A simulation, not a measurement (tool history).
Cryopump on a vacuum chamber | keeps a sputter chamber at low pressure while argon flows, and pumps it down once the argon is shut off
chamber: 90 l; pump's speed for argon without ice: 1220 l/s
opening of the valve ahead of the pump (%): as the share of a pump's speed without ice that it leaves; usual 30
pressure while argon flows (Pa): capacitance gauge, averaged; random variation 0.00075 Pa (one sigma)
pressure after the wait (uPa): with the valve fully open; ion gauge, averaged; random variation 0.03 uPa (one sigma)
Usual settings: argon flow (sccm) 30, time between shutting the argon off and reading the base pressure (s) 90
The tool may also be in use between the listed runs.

| run | day | argon flow (sccm) | time between shutting the argon off and reading the base pressure (s) | opening of the valve ahead of the pump (%) | pressure while argon flows (Pa) | pressure after the wait (uPa) |
|---|---|---|---|---|---|---|
| 1 | 0 | 30 | 90 | 30 | 0.1433 | 2.4 |
| 2 | 1.712 | 30 | 90 | 30 | 0.1418 | 2.44 |
| 3 | 4.429 | 30 | 90 | 30 | 0.1447 | 2.43 |
| 4 | 7.175 | 30 | 90 | 30 | 0.1449 | 2.7 |
| 5 | 9.271 | 30 | 90 | 30 | 0.1455 | 2.72 |
| 6 | 10.946 | 30 | 90 | 30 | 0.1469 | 2.66 |
| 7 | 13.621 | 30 | 90 | 30 | 0.1482 | 2.88 |
| 8 | 15.408 | 30 | 90 | 30 | 0.1476 | 2.98 |
| 9 | 18.146 | 30 | 90 | 30 | 0.1486 | 3.14 |
| 10 | 19.783 | 30 | 90 | 30 | 0.1488 | 3.15 |
|  | 21.383 | pump warmed up, emptied and cooled again |
| 11 | 22.712 | 30 | 90 | 30 | 0.1393 | 2.78 |
| 12 | 25.212 | 12 | 90 | 30 | 0.0563 | 3.02 |
| 13 | 26.558 | 30 | 90 | 30 | 0.1416 | 2.92 |
| 14 | 28.6 | 30 | 90 | 30 | 0.1412 | 3.06 |
| 15 | 30.629 | 30 | 90 | 30 | 0.1426 | 3.06 |
| 16 | 31.833 | 30 | 90 | 30 | 0.1425 | 3.17 |
| 17 | 33.571 | 30 | 90 | 30 | 0.1433 | 3.25 |
| 18 | 36.029 | 43 | 57 | 20 | 0.3043 | 3.95 |
| 19 | 37.471 | 48 | 20 | 37 | 0.1893 | 7.95 |
| 20 | 39.017 | 48 | 51 | 36 | 0.1947 | 4.43 |
| 21 | 41.3 | 25 | 66 | 36 | 0.1021 | 3.98 |
| 22 | 43.962 | 25 | 66 | 36 | 0.1033 | 4.2 |
|  | 44.696 | leaking fittings of the chamber tightened, without venting |
| 23 | 46.421 | 18 | 66 | 34 | 0.0789 | 1.97 |
| 24 | 48.912 | 18 | 66 | 34 | 0.0792 | 2.18 |
| 25 | 50.858 | 30 | 202 | 59 | 0.0813 | 1.04 |
| 26 | 52.779 | 30 | 202 | 59 | 0.0821 | 1.08 |
| 27 | 55.567 | 36 | 202 | 15 | 0.3468 | 1.2 |
|  | 56.508 | pump warmed up, emptied and cooled again |
| 28 | 57.721 | 30 | 23 | 18 | 0.233 | 5.62 |
| 29 | 59.338 | 21 | 151 | 22 | 0.1324 | 1.37 |
| 30 | 60.667 | 30 | 203 | 36 | 0.1172 | 1.21 |
| 31 | 61.825 | 30 | 203 | 36 | 0.1167 | 1.17 |
| 32 | 64.233 | 30 | 203 | 36 | 0.1176 | 1.31 |
| 33 | 66.933 | 19 | 64 | 27 | 0.0995 | 2.59 |
| 34 | 68.775 | 19 | 64 | 27 | 0.1011 | 2.65 |

Forecast each of these 3 alternatives for the next run:
| A | 70.533 | 19 | 64 | 18 | ? | ? |
| B | 70.533 | 19 | 90 | 55 | ? | ? |
| C | 70.533 | 19 | 64 | 27 | ? | ? |

| run | pressure while argon flows (Pa) | pressure after the wait (uPa) |
|---|---|---|
| A | 0.1497 | 2.72 |
| B | 0.0507 | 2.18 |
| C | 0.1007 | 2.66 |
Without the tool's hidden state the same runs would have given:
| run | pressure while argon flows (Pa) | pressure after the wait (uPa) |
|---|---|---|
| A | 0.1465 | 2.03 |
| B | 0.0475 | 1.5 |
| C | 0.0975 | 1.98 |
